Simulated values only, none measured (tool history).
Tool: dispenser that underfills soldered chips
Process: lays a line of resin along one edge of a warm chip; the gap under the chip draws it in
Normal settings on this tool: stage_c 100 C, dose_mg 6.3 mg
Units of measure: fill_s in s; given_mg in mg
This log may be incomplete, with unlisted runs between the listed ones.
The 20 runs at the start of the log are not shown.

run   hour  stage_c  dose_mg  hours of work since the syringe was changed  hours of work since the valve was cleaned  hours of work since the stage was calibrated  fill_s  given_mg
      73.1  -- new syringe of resin
 21   75.5       92      6.8                                            2                                         50                                           161    20.8      6.69
 22   79.8      102     7.34                                            5                                         54                                           164    17.8      7.18
      81.1  -- new syringe of resin
 23   82.2      102     7.34                                            1                                         55                                           166    15.2      7.19
 24   87.4      102     7.34                                            5                                         59                                           170    17.2      7.18
      89.1  -- new syringe of resin
 25   91.8      102     7.34                                            2                                         62                                           173    15.3      7.18
 26   95.8      111      7.5                                            5                                         65                                           176    13.4      7.33
      97.3  -- new syringe of resin
 27   98.5      105     5.73                                            1                                         66                                           177    14.1      5.59
 28  103.6      105     5.73                                            5                                         70                                           181    16.4      5.58
     105.4  -- new syringe of resin
 29    108      114     7.36                                            2                                         73                                           184    11.2      7.14
 30  112.6       85     7.36                                            5                                         77                                           187    28.6      7.15
     113.5  -- new syringe of resin
 31  117.8      112     6.96                                            3                                         80                                           191    11.8      6.76
 32  120.2       87      6.3                                            5                                         82                                           193    26.5      6.12
     121.6  -- new syringe of resin
 33  125.3       87      6.3                                            3                                         85                                           196    24.7      6.09
     129.7  -- new syringe of resin
 34  129.7       87      6.3                                            0                                         88                                           199      22      6.11
 35  133.4       87     7.83                                            3                                         91                                           202    24.4      7.56
       138  -- new syringe of resin
 36    138      112     5.62                                            0                                         94                                           205    11.1      5.42

Alternative continuations, all from the tool just after run 36; predict every row:
  A  141.3       90     6.78                                            2                                         97                                           207       ?         ?
  B  141.3       99     6.04                                            2                                         97                                           207       ?         ?
  C  141.3       88     8.05                                            2                                         97                                           207       ?         ?
  D  141.3       88      8.2                                            2                                         97                                           207       ?         ?

run  fill_s  given_mg
  A    21.9      6.56
  B    16.9      5.84
  C      23      7.78
  D    22.5      7.91
Stripped of hidden state, with their random variation kept, the same runs would have yielded:
run  fill_s  given_mg
  A      21       6.8
  B    16.2      6.05
  C    22.1      8.07
  D    21.6       8.2

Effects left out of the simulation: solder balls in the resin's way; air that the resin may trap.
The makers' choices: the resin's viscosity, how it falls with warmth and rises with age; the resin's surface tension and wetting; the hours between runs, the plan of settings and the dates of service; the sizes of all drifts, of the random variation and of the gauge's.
